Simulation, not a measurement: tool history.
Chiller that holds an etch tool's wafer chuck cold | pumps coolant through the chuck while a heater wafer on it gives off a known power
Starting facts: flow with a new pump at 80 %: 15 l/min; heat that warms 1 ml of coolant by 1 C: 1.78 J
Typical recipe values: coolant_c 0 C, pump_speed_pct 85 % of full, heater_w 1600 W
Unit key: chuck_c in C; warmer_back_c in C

| run | day | coolant_c | pump_speed_pct | heater_w | chuck_c | warmer_back_c |
|---|---|---|---|---|---|---|
| 1 | 0 | 0 | 85 | 1600 | 14.5 | 3.71 |
| 2 | 5.692 | 0 | 85 | 1600 | 14.7 | 3.81 |
| 3 | 9.554 | 0 | 85 | 1600 | 14.7 | 3.77 |
| 4 | 14.575 | 9 | 85 | 1600 | 23.7 | 3.77 |
| 5 | 19.35 | 0 | 85 | 1600 | 14.8 | 3.74 |
| 6 | 23.767 | 0 | 85 | 1600 | 14.8 | 3.76 |
| 7 | 27.779 | 0 | 85 | 1600 | 14.8 | 3.79 |
|  | 31.233 | coolant changed, channels flushed |
| 8 | 31.233 | 1 | 85 | 1600 | 13.7 | 3.83 |
| 9 | 35.042 | 1 | 85 | 1600 | 13.5 | 3.85 |
| 10 | 37.721 | 1 | 85 | 1600 | 13.6 | 3.88 |
| 11 | 40.862 | -2 | 85 | 1587 | 10.7 | 3.75 |
| 12 | 43.375 | -5 | 81 | 1074 | 3.9 | 2.7 |
| 13 | 49.196 | 4 | 81 | 892 | 11.2 | 2.29 |
| 14 | 54.571 | 4 | 81 | 892 | 11.3 | 2.28 |
| 15 | 59.838 | 5 | 85 | 1474 | 17 | 3.57 |
| 16 | 64.175 | 5 | 85 | 1474 | 16.9 | 3.6 |
| 17 | 67.121 | 6 | 85 | 978 | 13.8 | 2.38 |
| 18 | 72.183 | -1 | 73 | 1504 | 13.6 | 4.4 |

Consider 4 possible next runs. They are alternatives, not a sequence: every one starts from the tool as it was left by run 18. What does each give?
| A | 75.658 | 7 | 75 | 1325 | ? | ? |
| B | 75.658 | 0 | 69 | 1073 | ? | ? |
| C | 75.658 | -7 | 79 | 1279 | ? | ? |
| D | 75.658 | 7 | 68 | 1056 | ? | ? |

| run | chuck_c | warmer_back_c |
|---|---|---|
| A | 19.4 | 3.76 |
| B | 11 | 3.36 |
| C | 4.2 | 3.45 |
| D | 17.8 | 3.35 |
With no hidden state in the tool, these same runs would have given:
| run | chuck_c | warmer_back_c |
|---|---|---|
| A | 18.2 | 3.21 |
| B | 10 | 2.87 |
| C | 3.2 | 2.95 |
| D | 16.9 | 2.85 |

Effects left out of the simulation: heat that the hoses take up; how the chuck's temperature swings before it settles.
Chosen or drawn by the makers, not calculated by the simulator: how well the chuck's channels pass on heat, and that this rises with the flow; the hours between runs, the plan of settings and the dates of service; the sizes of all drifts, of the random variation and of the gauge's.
